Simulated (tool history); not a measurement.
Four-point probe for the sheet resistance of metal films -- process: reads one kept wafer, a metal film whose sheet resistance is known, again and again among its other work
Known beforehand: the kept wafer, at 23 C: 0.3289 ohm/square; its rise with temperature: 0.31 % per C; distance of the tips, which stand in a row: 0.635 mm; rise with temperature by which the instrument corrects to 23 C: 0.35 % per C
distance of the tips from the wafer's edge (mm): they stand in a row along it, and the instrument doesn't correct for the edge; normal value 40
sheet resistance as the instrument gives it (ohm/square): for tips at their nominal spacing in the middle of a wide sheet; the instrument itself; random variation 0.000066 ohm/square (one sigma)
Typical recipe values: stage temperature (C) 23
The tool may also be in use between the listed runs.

run	hour	stage temperature (C)	distance of the tips from the wafer's edge (mm)	sheet resistance as the instrument gives it (ohm/square)
1	0.0	23	40	0.328879
2	67.9	23	40	0.328931
3	139.6	23	40	0.328866
4	192.8	23	40	0.328892
5	244.6	27	40	0.328402
6	294.0	23	3	0.336593
7	369.0	23	7	0.330319
8	409.7	23	40	0.328938
9	464.4	26	40	0.328539
10	538.6	20	9	0.330125
11	605.8	31	17	0.328058
12	655.9	33	34	0.327727
13	716.4	33	34	0.327615
14	763.4	20	30	0.329329
15	825.2	33	10	0.328365
16	898.7	20	37	0.329320
17	948.3	20	37	0.329261
18	1008.7	31	6	0.329917

Here are 3 independent what-if runs from the current tool condition. What would each one return?
A	1081.9	19	29	?
B	1081.9	19	66	?
C	1081.9	23	11	?

run	sheet resistance as the instrument gives it (ohm/square)
A	0.329367
B	0.329419
C	0.329468
With no hidden state in the tool, these same runs would have given:
run	sheet resistance as the instrument gives it (ohm/square)
A	0.329403
B	0.329454
C	0.329503
